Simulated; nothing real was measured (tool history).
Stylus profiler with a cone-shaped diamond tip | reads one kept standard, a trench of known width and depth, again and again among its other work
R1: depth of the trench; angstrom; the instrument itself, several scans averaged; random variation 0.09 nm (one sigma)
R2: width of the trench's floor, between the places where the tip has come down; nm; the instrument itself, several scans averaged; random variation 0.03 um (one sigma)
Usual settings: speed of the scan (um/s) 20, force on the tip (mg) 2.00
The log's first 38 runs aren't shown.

run 39 hour=652.1 | speed_of_the_scan_(um/s)=52 force_on_the_tip_(mg)=2.16 | R1=1007.5 R2=28240
run 40 hour=668.4 | speed_of_the_scan_(um/s)=60 force_on_the_tip_(mg)=2.23 | R1=1006.6 R2=28220
run 41 hour=686.8 | speed_of_the_scan_(um/s)=8 force_on_the_tip_(mg)=3.26 | R1=1008.5 R2=28430
run 42 hour=709.3 | speed_of_the_scan_(um/s)=45 force_on_the_tip_(mg)=2.00 | R1=1006.6 R2=28250
run 43 hour=729.6 | speed_of_the_scan_(um/s)=45 force_on_the_tip_(mg)=2.00 | R1=1006.3 R2=28290
run 44 hour=752.1 | speed_of_the_scan_(um/s)=45 force_on_the_tip_(mg)=2.00 | R1=1006.0 R2=28260
run 45 hour=766.7 | speed_of_the_scan_(um/s)=28 force_on_the_tip_(mg)=2.62 | R1=1007.7 R2=28320
run 46 hour=776.8 | speed_of_the_scan_(um/s)=28 force_on_the_tip_(mg)=2.62 | R1=1007.8 R2=28350

Forecast each of these 5 alternatives for the next run:
run A hour=790.1 | speed_of_the_scan_(um/s)=20 force_on_the_tip_(mg)=4.03 | R1=? R2=?
run B hour=790.1 | speed_of_the_scan_(um/s)=17 force_on_the_tip_(mg)=0.96 | R1=? R2=?
run C hour=790.1 | speed_of_the_scan_(um/s)=63 force_on_the_tip_(mg)=2.00 | R1=? R2=?
run D hour=790.1 | speed_of_the_scan_(um/s)=9 force_on_the_tip_(mg)=1.05 | R1=? R2=?
run E hour=790.1 | speed_of_the_scan_(um/s)=13 force_on_the_tip_(mg)=4.86 | R1=? R2=?

run=A R1=1010.2 R2=28360
run=B R1=1004.7 R2=28350
run=C R1=1006.0 R2=28140
run=D R1=1003.1 R2=28390
run=E R1=1010.9 R2=28370
Without the tool's hidden state the same runs would have given:
run=A R1=1008.6 R2=28530
run=B R1=1003.1 R2=28520
run=C R1=1004.4 R2=28310
run=D R1=1001.5 R2=28550
run=E R1=1009.4 R2=28540
